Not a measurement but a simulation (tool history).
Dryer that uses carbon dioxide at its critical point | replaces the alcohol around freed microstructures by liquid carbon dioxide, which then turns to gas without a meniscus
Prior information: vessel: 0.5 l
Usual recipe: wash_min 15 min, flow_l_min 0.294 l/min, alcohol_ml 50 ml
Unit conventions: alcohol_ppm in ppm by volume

{"run": 1, "hour": 0.0, "wash_min": 15, "flow_l_min": 0.294, "alcohol_ml": 50, "alcohol_ppm": 240}
{"run": 2, "hour": 13.5, "wash_min": 15, "flow_l_min": 0.294, "alcohol_ml": 97, "alcohol_ppm": 295}
{"run": 3, "hour": 41.1, "wash_min": 15, "flow_l_min": 0.294, "alcohol_ml": 97, "alcohol_ppm": 293}
{"run": 4, "hour": 63.8, "wash_min": 15, "flow_l_min": 0.294, "alcohol_ml": 97, "alcohol_ppm": 299}
{"run": 5, "hour": 84.2, "wash_min": 15, "flow_l_min": 0.294, "alcohol_ml": 97, "alcohol_ppm": 312}
{"run": 6, "hour": 108.1, "wash_min": 15, "flow_l_min": 0.294, "alcohol_ml": 97, "alcohol_ppm": 328}
{"run": 7, "hour": 125.4, "wash_min": 15, "flow_l_min": 0.294, "alcohol_ml": 97, "alcohol_ppm": 327}
{"run": 8, "hour": 150.8, "wash_min": 15, "flow_l_min": 0.294, "alcohol_ml": 115, "alcohol_ppm": 352}
{"run": 9, "hour": 164.9, "wash_min": 21, "flow_l_min": 0.294, "alcohol_ml": 50, "alcohol_ppm": 235}
{"run": 10, "hour": 183.0, "wash_min": 20, "flow_l_min": 0.294, "alcohol_ml": 50, "alcohol_ppm": 252}
{"run": 11, "hour": 197.7, "wash_min": 20, "flow_l_min": 0.426, "alcohol_ml": 50, "alcohol_ppm": 252}
{"run": 12, "hour": 210.2, "wash_min": 16, "flow_l_min": 0.294, "alcohol_ml": 50, "alcohol_ppm": 272}
{"run": 13, "hour": 233.0, "wash_min": 16, "flow_l_min": 0.294, "alcohol_ml": 50, "alcohol_ppm": 299}
{"run": 14, "hour": 244.6, "wash_min": 16, "flow_l_min": 0.294, "alcohol_ml": 50, "alcohol_ppm": 284}
{"hour": 262.4, "done": "inlet filter changed"}
{"run": 15, "hour": 263.9, "wash_min": 16, "flow_l_min": 0.294, "alcohol_ml": 50, "alcohol_ppm": 281}
{"run": 16, "hour": 280.3, "wash_min": 16, "flow_l_min": 0.294, "alcohol_ml": 42, "alcohol_ppm": 295}
{"run": 17, "hour": 298.8, "wash_min": 16, "flow_l_min": 0.294, "alcohol_ml": 93, "alcohol_ppm": 308}
{"run": 18, "hour": 314.9, "wash_min": 16, "flow_l_min": 0.294, "alcohol_ml": 93, "alcohol_ppm": 318}
{"run": 19, "hour": 334.7, "wash_min": 15, "flow_l_min": 0.41, "alcohol_ml": 50, "alcohol_ppm": 279}
{"run": 20, "hour": 354.0, "wash_min": 15, "flow_l_min": 0.41, "alcohol_ml": 50, "alcohol_ppm": 280}
{"run": 21, "hour": 373.9, "wash_min": 10, "flow_l_min": 0.36, "alcohol_ml": 23, "alcohol_ppm": 367}
{"run": 22, "hour": 387.2, "wash_min": 11, "flow_l_min": 0.294, "alcohol_ml": 25, "alcohol_ppm": 451}
{"hour": 400.1, "done": "purifier's bed changed"}
{"run": 23, "hour": 401.9, "wash_min": 21, "flow_l_min": 0.252, "alcohol_ml": 100, "alcohol_ppm": 26}
{"run": 24, "hour": 424.2, "wash_min": 21, "flow_l_min": 0.252, "alcohol_ml": 100, "alcohol_ppm": 24}
{"run": 25, "hour": 438.7, "wash_min": 15, "flow_l_min": 0.316, "alcohol_ml": 69, "alcohol_ppm": 44}

4 ways to go on from here, each from the tool as it stands after run 25. What would each give?
{"run": "A", "hour": 454.2, "wash_min": 15, "flow_l_min": 0.311, "alcohol_ml": 69, "alcohol_ppm": "?"}
{"run": "B", "hour": 454.2, "wash_min": 10, "flow_l_min": 0.316, "alcohol_ml": 69, "alcohol_ppm": "?"}
{"run": "C", "hour": 454.2, "wash_min": 16, "flow_l_min": 0.307, "alcohol_ml": 50, "alcohol_ppm": "?"}
{"run": "D", "hour": 454.2, "wash_min": 15, "flow_l_min": 0.316, "alcohol_ml": 66, "alcohol_ppm": "?"}

run=A alcohol_ppm=51
run=B alcohol_ppm=511
run=C alcohol_ppm=26
run=D alcohol_ppm=49
Without the tool's unlogged condition, the same runs would have read:
run=A alcohol_ppm=32
run=B alcohol_ppm=457
run=C alcohol_ppm=9
run=D alcohol_ppm=30

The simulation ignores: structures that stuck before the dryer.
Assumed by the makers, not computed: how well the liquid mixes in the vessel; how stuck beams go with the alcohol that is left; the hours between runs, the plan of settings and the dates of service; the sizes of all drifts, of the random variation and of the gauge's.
